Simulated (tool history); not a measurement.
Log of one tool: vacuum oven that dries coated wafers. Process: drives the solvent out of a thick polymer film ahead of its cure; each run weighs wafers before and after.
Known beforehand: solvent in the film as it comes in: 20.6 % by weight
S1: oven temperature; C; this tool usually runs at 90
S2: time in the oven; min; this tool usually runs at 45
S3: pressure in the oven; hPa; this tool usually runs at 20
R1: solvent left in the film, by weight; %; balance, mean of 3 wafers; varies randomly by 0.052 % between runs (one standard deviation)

{"run": 1, "hour": 0.0, "S1": 90, "S2": 45, "S3": 20, "R1": 1.62}
{"run": 2, "hour": 37.8, "S1": 90, "S2": 45, "S3": 20, "R1": 1.61}
{"run": 3, "hour": 97.8, "S1": 98, "S2": 45, "S3": 20, "R1": 0.69}
{"run": 4, "hour": 167.2, "S1": 98, "S2": 45, "S3": 20, "R1": 0.81}
{"run": 5, "hour": 205.2, "S1": 98, "S2": 78, "S3": 20, "R1": 0.59}
{"run": 6, "hour": 265.6, "S1": 91, "S2": 45, "S3": 20, "R1": 1.4}
{"hour": 272.9, "done": "oven's thermocouples calibrated"}
{"run": 7, "hour": 341.0, "S1": 90, "S2": 61, "S3": 20, "R1": 1.31}
{"hour": 418.5, "done": "oven's thermocouples calibrated, once more"}
{"run": 8, "hour": 418.5, "S1": 90, "S2": 61, "S3": 20, "R1": 0.93}
{"run": 9, "hour": 493.8, "S1": 90, "S2": 61, "S3": 20, "R1": 0.98}
{"run": 10, "hour": 559.4, "S1": 86, "S2": 26, "S3": 13.2, "R1": 4.21}

Expected results for the next run?
{"run": 11, "hour": 603.1, "S1": 86, "S2": 37, "S3": 13.2, "R1": "?"}

{"run 11": {"R1": 2.49}}
Were there no unlogged condition in the tool, this run, its random variation unchanged, would have produced R1 2.39 %.
